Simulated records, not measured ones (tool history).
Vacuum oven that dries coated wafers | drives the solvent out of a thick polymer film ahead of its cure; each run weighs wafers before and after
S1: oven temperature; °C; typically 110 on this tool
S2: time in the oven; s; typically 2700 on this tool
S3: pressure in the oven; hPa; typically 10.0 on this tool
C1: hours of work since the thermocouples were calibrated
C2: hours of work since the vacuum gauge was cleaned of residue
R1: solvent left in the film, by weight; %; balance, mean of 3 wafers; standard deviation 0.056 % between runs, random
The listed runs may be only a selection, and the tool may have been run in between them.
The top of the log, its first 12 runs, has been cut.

run,hour,S1,S2,S3,C1,C2,R1
# hour 96.5: oven's thermocouples calibrated
13,100.2,110,2700,19.5,2,71,3.94
14,109.9,110,2700,14.0,7,76,3.29
15,120.1,110,2700,10.0,12,81,2.72
16,129.7,110,2700,10.0,17,86,2.93
17,140.9,110,2880,7.3,22,92,2.16
18,150.9,110,2880,7.3,27,97,2.21
19,159.3,111,1380,9.3,31,101,6.00
20,166.6,111,1680,9.3,35,104,4.78
21,179.4,111,1680,9.3,42,111,4.74
22,191.8,117,2820,23.7,48,117,2.89
23,198.1,117,4620,14.6,51,120,1.45
24,205.8,117,4620,14.6,55,124,1.57
25,214.1,124,2640,27.6,59,128,2.46
26,222.9,124,2640,27.6,63,133,2.47
27,230.4,104,2700,14.2,67,136,4.77
28,237.1,123,2940,14.8,71,140,1.41
29,249.8,123,2940,14.8,77,146,1.41
30,258.9,99,4140,10.0,81,151,3.53

Below are 4 alternative next runs, each starting from the tool's condition after run 30. Predict each:
A,267.4,120,2220,10.0,86,155,?
B,267.4,125,2940,7.0,86,155,?
C,267.4,102,2700,10.0,86,155,?
D,267.4,114,4140,10.0,86,155,?

run,R1
A,1.75
B,0.70
C,4.65
D,1.36
What these runs would have given with no unlogged condition in the tool:
run,R1
A,1.75
B,0.69
C,4.65
D,1.36
